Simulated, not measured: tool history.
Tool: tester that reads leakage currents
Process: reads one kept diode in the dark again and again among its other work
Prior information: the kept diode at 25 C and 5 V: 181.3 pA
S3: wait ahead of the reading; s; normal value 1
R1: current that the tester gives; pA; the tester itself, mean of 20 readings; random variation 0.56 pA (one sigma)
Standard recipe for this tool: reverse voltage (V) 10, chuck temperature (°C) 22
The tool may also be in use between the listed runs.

Run 1, hour 0: usual settings. Result: R1 182.71 pA.
Run 2, hour 66.9: usual settings but chuck temperature (°C) 36. Result: R1 590.99 pA.
Run 3, hour 125.4: usual settings but chuck temperature (°C) 36. Result: R1 587.92 pA.
Run 4, hour 180.5: usual settings but chuck temperature (°C) 36. Result: R1 583.51 pA.
Run 5, hour 260.3: usual settings but chuck temperature (°C) 36. Result: R1 575.65 pA.
Run 6, hour 345.7: usual settings but chuck temperature (°C) 36. Result: R1 571.52 pA.
Run 7, hour 427.5: usual settings but chuck temperature (°C) 29. Result: R1 312.87 pA.
At hour 437.5: tester calibrated.
Run 8, hour 498.8: usual settings but chuck temperature (°C) 29. Result: R1 308.16 pA.
Run 9, hour 549.4: usual settings but reverse voltage (V) 9.6. Result: R1 165.45 pA.
Run 10, hour 633.6: usual settings but reverse voltage (V) 9.6, chuck temperature (°C) 38. Result: R1 629.87 pA.
At hour 681.3: chuck's temperature calibrated.
Run 11, hour 696.4: usual settings but reverse voltage (V) 9.6, chuck temperature (°C) 38. Result: R1 722 pA.
Run 12, hour 748.5: usual settings but reverse voltage (V) 9.6, chuck temperature (°C) 38. Result: R1 714.85 pA.
Run 13, hour 805.2: usual settings but chuck temperature (°C) 49. Result: R1 1714.83 pA.
Run 14, hour 852.8: usual settings but chuck temperature (°C) 50. Result: R1 1835.17 pA.
Run 15, hour 890: usual settings but reverse voltage (V) 8.8, chuck temperature (°C) 56, S3 0.5 s. Result: R1 2700.31 pA.
At hour 927.9: tester calibrated, once more.
Run 16, hour 977.9: usual settings but reverse voltage (V) 15.5, chuck temperature (°C) 51. Result: R1 2370.07 pA.
Run 17, hour 1053.5: usual settings but reverse voltage (V) 15.5, chuck temperature (°C) 51. Result: R1 2351.73 pA.
Run 18, hour 1097.7: usual settings but reverse voltage (V) 9.2, chuck temperature (°C) 39, S3 0.41 s. Result: R1 736.54 pA.
Run 19, hour 1132.4: usual settings but reverse voltage (V) 14.5, chuck temperature (°C) 52, S3 1.18 s. Result: R1 2438.87 pA.
Run 20, hour 1191.1: usual settings but reverse voltage (V) 6.9, chuck temperature (°C) 37. Result: R1 540.86 pA.
Run 21, hour 1270.7: usual settings but reverse voltage (V) 6.9, chuck temperature (°C) 37. Result: R1 536.62 pA.
Run 22, hour 1317.6: usual settings but reverse voltage (V) 1.2, chuck temperature (°C) 42, S3 0.38 s. Result: R1 383.06 pA.
Run 23, hour 1378.2: usual settings but reverse voltage (V) 4, chuck temperature (°C) 46, S3 9.03 s. Result: R1 866.48 pA.
Run 24, hour 1422.4: usual settings but reverse voltage (V) 1.8. Result: R1 81.76 pA.
Run 25, hour 1489.8: usual settings but reverse voltage (V) 2.4, chuck temperature (°C) 38. Result: R1 362.18 pA.

What if the next run were any one of these 3? Each begins from the tool's condition after run 25:
Run A, hour 1551.3: usual settings but S3 1.29 s. Result: R1 ?.
Run B, hour 1551.3: usual settings but reverse voltage (V) 6.5. Result: R1 ?.
Run C, hour 1551.3: usual settings but reverse voltage (V) 12.2, chuck temperature (°C) 30. Result: R1 ?.

run      R1
  A  173.21
  B  142.51
  C  371.08
With no hidden state in the tool, these same runs would have given:
run      R1
  A  186.73
  B  156.33
  C  411.53

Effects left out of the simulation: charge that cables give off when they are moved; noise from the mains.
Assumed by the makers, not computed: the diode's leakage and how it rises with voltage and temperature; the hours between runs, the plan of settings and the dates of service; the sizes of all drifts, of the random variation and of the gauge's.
